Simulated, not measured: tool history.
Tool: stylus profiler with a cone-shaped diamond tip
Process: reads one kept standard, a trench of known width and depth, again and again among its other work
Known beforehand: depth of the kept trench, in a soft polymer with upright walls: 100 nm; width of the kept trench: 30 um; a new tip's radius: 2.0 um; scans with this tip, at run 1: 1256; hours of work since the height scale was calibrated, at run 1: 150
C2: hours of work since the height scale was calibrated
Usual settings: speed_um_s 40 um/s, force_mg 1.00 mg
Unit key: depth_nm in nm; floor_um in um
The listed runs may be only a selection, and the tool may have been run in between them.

Run 1, day 0.000: usual settings; scans with this tip 1256; C2 150. Result: depth_nm 100.73 nm, floor_um 28.51 um.
Run 2, day 1.196: usual settings; scans with this tip 1430; C2 171. Result: depth_nm 100.56 nm, floor_um 28.52 um.
Run 3, day 2.429: usual settings but force_mg 0.35 mg; scans with this tip 1611; C2 192. Result: depth_nm 100.37 nm, floor_um 28.34 um.
Run 4, day 3.075: usual settings but force_mg 0.35 mg; scans with this tip 1704; C2 203. Result: depth_nm 100.32 nm, floor_um 28.41 um.
Run 5, day 4.046: usual settings; scans with this tip 1846; C2 220. Result: depth_nm 100.60 nm, floor_um 28.46 um.
Run 6, day 4.621: usual settings; scans with this tip 1930; C2 230. Result: depth_nm 100.59 nm, floor_um 28.52 um.
Run 7, day 5.221: usual settings; scans with this tip 2017; C2 241. Result: depth_nm 100.56 nm, floor_um 28.49 um.
Run 8, day 6.117: usual settings but speed_um_s 22 um/s; scans with this tip 2148; C2 256. Result: depth_nm 100.55 nm, floor_um 28.62 um.
Run 9, day 7.354: usual settings but force_mg 0.44 mg; scans with this tip 2328; C2 278. Result: depth_nm 100.48 nm, floor_um 28.35 um.
Run 10, day 7.900: usual settings; scans with this tip 2408; C2 287. Result: depth_nm 100.79 nm, floor_um 28.48 um.
Run 11, day 8.442: usual settings; scans with this tip 2487; C2 297. Result: depth_nm 100.59 nm, floor_um 28.53 um.
Run 12, day 9.083: usual settings but force_mg 2.71 mg; scans with this tip 2580; C2 308. Result: depth_nm 101.42 nm, floor_um 28.58 um.
Run 13, day 9.896: usual settings but force_mg 2.71 mg; scans with this tip 2699; C2 322. Result: depth_nm 101.28 nm, floor_um 28.59 um.
Run 14, day 11.029: usual settings but speed_um_s 142 um/s, force_mg 0.44 mg; scans with this tip 2864; C2 342. Result: depth_nm 100.50 nm, floor_um 27.43 um.
Run 15, day 11.962: usual settings but speed_um_s 142 um/s, force_mg 0.44 mg; scans with this tip 3000; C2 358. Result: depth_nm 100.49 nm, floor_um 27.43 um.
Run 16, day 13.004: usual settings but speed_um_s 17 um/s, force_mg 0.35 mg; scans with this tip 3152; C2 376. Result: depth_nm 100.40 nm, floor_um 28.53 um.
Run 17, day 13.871: usual settings but speed_um_s 42 um/s, force_mg 0.55 mg; scans with this tip 3278; C2 391. Result: depth_nm 100.42 nm, floor_um 28.40 um.
Run 18, day 14.742: usual settings but force_mg 0.42 mg; scans with this tip 3405; C2 406. Result: depth_nm 100.36 nm, floor_um 28.31 um.
Run 19, day 15.354: usual settings but speed_um_s 19 um/s, force_mg 0.56 mg; scans with this tip 3494; C2 417. Result: depth_nm 100.44 nm, floor_um 28.62 um.
Run 20, day 16.596: usual settings but speed_um_s 54 um/s, force_mg 0.49 mg; scans with this tip 3676; C2 439. Result: depth_nm 100.52 nm, floor_um 28.25 um.
Run 21, day 17.250: usual settings but speed_um_s 99 um/s, force_mg 0.49 mg; scans with this tip 3771; C2 450. Result: depth_nm 100.37 nm, floor_um 27.86 um.
Run 22, day 18.183: usual settings but speed_um_s 15 um/s, force_mg 1.47 mg; scans with this tip 3907; C2 466. Result: depth_nm 100.82 nm, floor_um 28.66 um.
Run 23, day 18.796: usual settings but speed_um_s 24 um/s, force_mg 0.51 mg; scans with this tip 3997; C2 477. Result: depth_nm 100.57 nm, floor_um 28.54 um.
Run 24, day 19.312: usual settings but speed_um_s 24 um/s, force_mg 0.51 mg; scans with this tip 4072; C2 486. Result: depth_nm 100.35 nm, floor_um 28.57 um.
Run 25, day 20.533: usual settings but speed_um_s 140 um/s, force_mg 0.80 mg; scans with this tip 4250; C2 507. Result: depth_nm 100.56 nm, floor_um 27.78 um.
Run 26, day 21.733: usual settings but speed_um_s 27 um/s, force_mg 0.80 mg; scans with this tip 4425; C2 528. Result: depth_nm 100.55 nm, floor_um 28.56 um.

3 ways to go on from here, each from the tool as it stands after run 26. What would each give?
Run A, day 22.862: usual settings but speed_um_s 115 um/s, force_mg 1.15 mg; scans with this tip 4589; C2 548. Result: depth_nm ?, floor_um ?.
Run B, day 22.862: usual settings but speed_um_s 80 um/s; scans with this tip 4589; C2 548. Result: depth_nm ?, floor_um ?.
Run C, day 22.862: usual settings but speed_um_s 81 um/s, force_mg 2.26 mg; scans with this tip 4589; C2 548. Result: depth_nm ?, floor_um ?.

run  depth_nm  floor_um
  A    100.61     28.10
  B    100.69     28.23
  C    101.10     28.39
Had the tool no hidden state, the same runs would have come out as:
run  depth_nm  floor_um
  A    100.61     28.11
  B    100.68     28.24
  C    101.09     28.40

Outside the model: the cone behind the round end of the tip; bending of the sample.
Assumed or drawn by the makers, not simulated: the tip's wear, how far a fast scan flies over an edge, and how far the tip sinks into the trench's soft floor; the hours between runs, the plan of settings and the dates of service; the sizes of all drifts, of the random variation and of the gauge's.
